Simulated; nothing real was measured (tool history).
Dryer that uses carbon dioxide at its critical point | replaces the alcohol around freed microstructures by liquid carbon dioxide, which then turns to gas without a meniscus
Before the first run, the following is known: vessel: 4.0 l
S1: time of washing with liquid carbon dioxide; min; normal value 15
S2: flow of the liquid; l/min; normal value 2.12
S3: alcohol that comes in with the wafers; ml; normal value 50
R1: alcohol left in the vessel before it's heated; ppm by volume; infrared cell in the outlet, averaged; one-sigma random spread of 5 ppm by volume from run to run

{"run": 1, "day": 0.0, "S1": 15, "S2": 2.12, "S3": 50, "R1": 78}
{"run": 2, "day": 0.617, "S1": 15, "S2": 2.12, "S3": 50, "R1": 83}
{"run": 3, "day": 1.833, "S1": 15, "S2": 2.12, "S3": 50, "R1": 90}
{"run": 4, "day": 2.588, "S1": 15, "S2": 2.12, "S3": 50, "R1": 98}
{"run": 5, "day": 3.829, "S1": 15, "S2": 2.12, "S3": 82, "R1": 146}
{"run": 6, "day": 4.458, "S1": 15, "S2": 2.12, "S3": 82, "R1": 148}
{"run": 7, "day": 5.567, "S1": 15, "S2": 2.12, "S3": 82, "R1": 151}
{"run": 8, "day": 6.967, "S1": 15, "S2": 2.12, "S3": 97, "R1": 174}
{"run": 9, "day": 8.05, "S1": 15, "S2": 2.12, "S3": 97, "R1": 185}
{"run": 10, "day": 9.004, "S1": 15, "S2": 2.12, "S3": 97, "R1": 194}
{"run": 11, "day": 10.329, "S1": 15, "S2": 2.12, "S3": 97, "R1": 193}
{"run": 12, "day": 11.088, "S1": 15, "S2": 2.12, "S3": 50, "R1": 131}
{"run": 13, "day": 11.7, "S1": 15, "S2": 2.12, "S3": 50, "R1": 138}
{"run": 14, "day": 12.592, "S1": 15, "S2": 2.12, "S3": 50, "R1": 155}
{"run": 15, "day": 14.067, "S1": 15, "S2": 2.12, "S3": 50, "R1": 151}
{"run": 16, "day": 14.812, "S1": 15, "S2": 2.12, "S3": 50, "R1": 150}
{"run": 17, "day": 15.45, "S1": 15, "S2": 2.12, "S3": 50, "R1": 159}
{"run": 18, "day": 16.946, "S1": 15, "S2": 2.12, "S3": 50, "R1": 162}
{"day": 18.238, "done": "inlet filter changed"}
{"run": 19, "day": 18.238, "S1": 14, "S2": 2.12, "S3": 50, "R1": 131}
{"run": 20, "day": 19.425, "S1": 14, "S2": 2.12, "S3": 50, "R1": 138}
{"run": 21, "day": 20.408, "S1": 14, "S2": 2.12, "S3": 50, "R1": 147}
{"run": 22, "day": 21.583, "S1": 13, "S2": 1.3, "S3": 50, "R1": 705}
{"run": 23, "day": 22.55, "S1": 9, "S2": 1.29, "S3": 26, "R1": 953}
{"run": 24, "day": 23.85, "S1": 9, "S2": 1.29, "S3": 26, "R1": 943}
{"run": 25, "day": 24.933, "S1": 11, "S2": 1.29, "S3": 26, "R1": 633}
{"run": 26, "day": 25.975, "S1": 11, "S2": 1.96, "S3": 26, "R1": 239}

Run 27 has not been measured yet. What should we expect?
{"run": 27, "day": 27.117, "S1": 11, "S2": 1.96, "S3": 26, "R1": "?"}

Run 27 gave R1 252 ppm by volume.
If the tool had no hidden condition, the same run with the same run-to-run variation would have returned R1 124 ppm by volume.
